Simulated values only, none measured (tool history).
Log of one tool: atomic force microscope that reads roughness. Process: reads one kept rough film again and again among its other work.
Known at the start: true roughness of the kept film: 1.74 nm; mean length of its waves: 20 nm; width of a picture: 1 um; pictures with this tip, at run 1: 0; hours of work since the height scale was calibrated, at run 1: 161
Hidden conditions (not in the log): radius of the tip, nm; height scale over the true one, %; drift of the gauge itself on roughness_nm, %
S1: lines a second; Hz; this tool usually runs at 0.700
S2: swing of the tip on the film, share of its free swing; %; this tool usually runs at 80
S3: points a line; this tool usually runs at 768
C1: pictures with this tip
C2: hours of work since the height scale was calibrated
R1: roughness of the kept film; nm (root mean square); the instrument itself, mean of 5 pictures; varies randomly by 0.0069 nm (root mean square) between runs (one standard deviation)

run,hour,S1,S2,S3,C1,C2,R1
1,0.0,0.700,80,768,0,161,1.409
2,8.2,0.700,80,768,11,165,1.415
3,12.9,0.700,80,768,18,167,1.401
4,19.1,0.700,80,768,26,170,1.402
5,24.7,0.700,80,768,34,173,1.401
6,30.8,0.700,68,768,42,176,1.434
7,36.8,0.700,80,350,50,178,1.371
8,42.5,0.700,57,464,58,181,1.454
9,46.7,1.189,78,768,64,183,1.347
10,51.1,0.830,82,492,70,185,1.359
# hour 55.2: new tip fitted
11,60.9,0.830,56,676,8,189,1.453
12,69.4,0.585,80,768,19,193,1.419

Below are 4 alternative next runs, each starting from the tool's condition after run 12. Predict each:
A,75.0,3.977,72,745,27,195,?
B,75.0,2.518,80,277,27,195,?
C,75.0,3.664,61,768,27,195,?
D,75.0,1.851,78,768,27,195,?

run,R1
A,1.226
B,1.206
C,1.338
D,1.298
Take away the tool's hidden state, keep each run's random variation, and the runs would have read:
run,R1
A,1.228
B,1.208
C,1.340
D,1.300

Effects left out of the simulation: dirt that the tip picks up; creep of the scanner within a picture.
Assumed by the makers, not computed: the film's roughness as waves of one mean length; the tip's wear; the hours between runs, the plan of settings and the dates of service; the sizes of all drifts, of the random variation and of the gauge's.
